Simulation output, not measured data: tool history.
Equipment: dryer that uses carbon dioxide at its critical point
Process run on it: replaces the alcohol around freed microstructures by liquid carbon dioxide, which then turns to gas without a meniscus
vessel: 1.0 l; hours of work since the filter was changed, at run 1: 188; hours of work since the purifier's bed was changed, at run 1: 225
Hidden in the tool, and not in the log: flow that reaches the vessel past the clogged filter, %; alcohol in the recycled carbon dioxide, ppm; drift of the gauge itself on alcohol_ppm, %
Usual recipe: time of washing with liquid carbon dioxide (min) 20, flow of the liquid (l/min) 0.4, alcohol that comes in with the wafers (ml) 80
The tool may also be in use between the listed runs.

run	hour	time of washing with liquid carbon dioxide (min)	flow of the liquid (l/min)	alcohol that comes in with the wafers (ml)	hours of work since the filter was changed	hours of work since the purifier's bed was changed	alcohol left in the vessel before it's heated (ppm by volume)
1	0	20	0.4	80	188	225	121
2	37.6	20	0.4	80	211	248	128
3	70.7	20	0.4	80	232	269	125
4	102.1	20	0.4	80	251	288	141
5	126.4	20	0.4	80	266	303	140
# hour 144.1: inlet filter changed
6	146.1	20	0.4	80	1	315	97
7	180.6	20	0.4	80	23	336	97
8	209	14	0.4	80	40	354	673
9	245.6	14	0.4	80	63	377	694
10	274.2	31	0.4	80	81	394	18
11	311.6	31	0.595	80	104	418	13
12	339.4	14	0.361	26	121	435	411
13	364.4	25	0.4	21	137	450	30
14	392.4	25	0.4	21	154	468	24
15	423.2	13	0.417	21	173	487	255
16	457.3	27	0.34	46	194	508	58
17	486	13	0.405	69	212	526	976

What if the next run were any one of these 3? Each begins from the tool's condition after run 17:
A	519.6	21	0.284	61	233	547	?
B	519.6	20	0.4	61	233	547	?
C	519.6	20	0.553	50	233	547	?

run	alcohol left in the vessel before it's heated (ppm by volume)
A	571
B	122
C	37
Without the tool's hidden state the same runs would have given:
run	alcohol left in the vessel before it's heated (ppm by volume)
A	389
B	67
C	14
